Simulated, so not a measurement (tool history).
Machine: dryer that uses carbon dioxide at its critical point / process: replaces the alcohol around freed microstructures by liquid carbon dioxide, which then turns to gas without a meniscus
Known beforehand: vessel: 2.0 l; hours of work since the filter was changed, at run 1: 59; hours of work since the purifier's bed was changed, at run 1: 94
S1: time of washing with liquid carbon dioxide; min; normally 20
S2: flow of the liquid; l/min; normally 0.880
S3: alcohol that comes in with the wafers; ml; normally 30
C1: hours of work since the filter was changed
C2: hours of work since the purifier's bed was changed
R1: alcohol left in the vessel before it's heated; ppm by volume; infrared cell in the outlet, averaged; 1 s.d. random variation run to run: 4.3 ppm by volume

run,hour,S1,S2,S3,C1,C2,R1
1,0.0,20,0.880,30,59,94,29
2,15.2,20,0.880,30,65,101,27
3,29.6,15,0.880,30,72,107,108
4,44.3,15,0.880,30,78,114,100
5,52.4,20,0.880,30,81,117,28
6,65.2,20,0.880,30,87,123,28
7,80.3,20,0.880,114,93,129,72
8,91.3,20,0.880,114,98,134,73
9,99.9,20,0.880,114,102,138,76
10,113.9,20,0.880,30,108,144,33
11,126.1,20,0.880,30,113,149,32
12,135.2,12,0.825,112,117,153,1252
13,143.9,18,1.165,70,121,157,27
14,157.7,18,1.236,70,127,162,25
15,173.6,14,1.379,87,134,169,46
16,190.1,25,0.667,87,141,176,104
17,200.6,25,0.667,87,145,181,109
18,209.0,25,0.667,87,149,185,103
19,220.0,26,0.780,27,154,189,32
20,228.7,26,0.780,27,157,193,27

4 ways to go on from here, each from the tool as it stands after run 20. What would each give?
A,244.9,16,1.212,92,164,200,?
B,244.9,15,0.780,27,164,200,?
C,244.9,17,0.880,30,164,200,?
D,244.9,15,0.880,30,164,200,?

run,R1
A,50
B,196
C,72
D,118
With the hidden condition removed and each run's random variation left untouched, the same runs would have given:
run,R1
A,22
B,127
C,37
D,66
